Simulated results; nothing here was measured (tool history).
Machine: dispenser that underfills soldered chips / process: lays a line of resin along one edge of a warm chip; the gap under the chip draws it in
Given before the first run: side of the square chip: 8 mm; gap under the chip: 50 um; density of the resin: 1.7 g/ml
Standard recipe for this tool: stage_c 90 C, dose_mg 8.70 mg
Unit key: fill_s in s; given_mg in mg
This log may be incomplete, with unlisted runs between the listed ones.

| run | hour | stage_c | dose_mg | fill_s | given_mg |
|---|---|---|---|---|---|
| 1 | 0.0 | 90 | 8.70 | 61.7 | 8.36 |
|  | 3.9 | new syringe of resin |
| 2 | 4.5 | 90 | 8.70 | 34.3 | 8.31 |
| 3 | 11.2 | 90 | 8.70 | 48.7 | 8.34 |
|  | 18.8 | new syringe of resin |
| 4 | 19.1 | 90 | 8.70 | 35.3 | 8.27 |
| 5 | 26.7 | 90 | 8.70 | 51.8 | 8.34 |
|  | 33.6 | new syringe of resin |
| 6 | 33.6 | 90 | 8.70 | 34.9 | 8.34 |
| 7 | 41.4 | 90 | 8.70 | 51.0 | 8.25 |
|  | 48.6 | new syringe of resin |
| 8 | 50.1 | 90 | 8.70 | 37.2 | 8.16 |
| 9 | 57.7 | 90 | 8.70 | 55.5 | 8.24 |
| 10 | 62.4 | 90 | 8.70 | 69.6 | 8.19 |
|  | 63.4 | new syringe of resin |
| 11 | 68.2 | 90 | 8.70 | 46.2 | 8.19 |
| 12 | 74.0 | 90 | 8.70 | 60.8 | 8.18 |
|  | 78.2 | new syringe of resin |
| 13 | 81.6 | 90 | 8.70 | 42.1 | 8.16 |
| 14 | 86.5 | 90 | 8.55 | 53.2 | 8.07 |
| 15 | 90.9 | 90 | 8.55 | 66.2 | 7.99 |
|  | 93.3 | new syringe of resin |
| 16 | 97.5 | 101 | 9.32 | 31.0 | 8.61 |
|  | 103.2 | dispensing valve cleaned and set on the balance |
| 17 | 103.2 | 101 | 9.32 | 38.3 | 9.21 |
| 18 | 108.1 | 100 | 7.87 | 52.1 | 7.83 |
|  | 109.1 | new syringe of resin |
| 19 | 112.7 | 79 | 10.92 | 57.5 | 10.80 |
| 20 | 117.0 | 79 | 10.92 | 71.5 | 11.06 |
| 21 | 121.0 | 79 | 10.92 | 87.6 | 10.61 |
|  | 123.9 | new syringe of resin |
| 22 | 127.0 | 79 | 10.92 | 55.1 | 10.74 |
| 23 | 133.0 | 90 | 7.53 | 55.8 | 7.37 |
| 24 | 136.7 | 82 | 9.75 | 82.4 | 9.65 |
|  | 138.6 | new syringe of resin |
| 25 | 145.1 | 95 | 8.04 | 42.2 | 7.96 |
| 26 | 151.9 | 95 | 8.04 | 58.3 | 7.88 |
|  | 154.0 | new syringe of resin |
| 27 | 158.4 | 95 | 8.04 | 37.8 | 7.82 |
| 28 | 163.9 | 95 | 9.28 | 48.2 | 9.11 |

Consider 5 possible next runs. They are alternatives, not a sequence: every one starts from the tool as it was left by run 28. What does each give?
| A | 168.2 | 91 | 9.99 | ? | ? |
| B | 168.2 | 100 | 7.43 | ? | ? |
| C | 168.2 | 82 | 9.19 | ? | ? |
| D | 168.2 | 104 | 9.83 | ? | ? |
| E | 168.2 | 81 | 10.66 | ? | ? |

| run | fill_s | given_mg |
|---|---|---|
| A | 66.1 | 9.79 |
| B | 53.3 | 7.29 |
| C | 86.4 | 8.96 |
| D | 44.9 | 9.68 |
| E | 90.9 | 10.39 |
The same runs, with their run-to-run variation unchanged, on a tool lacking any hidden condition would have given:
| run | fill_s | given_mg |
|---|---|---|
| A | 32.9 | 10.05 |
| B | 26.4 | 7.48 |
| C | 42.7 | 9.20 |
| D | 22.3 | 9.93 |
| E | 45.2 | 10.66 |
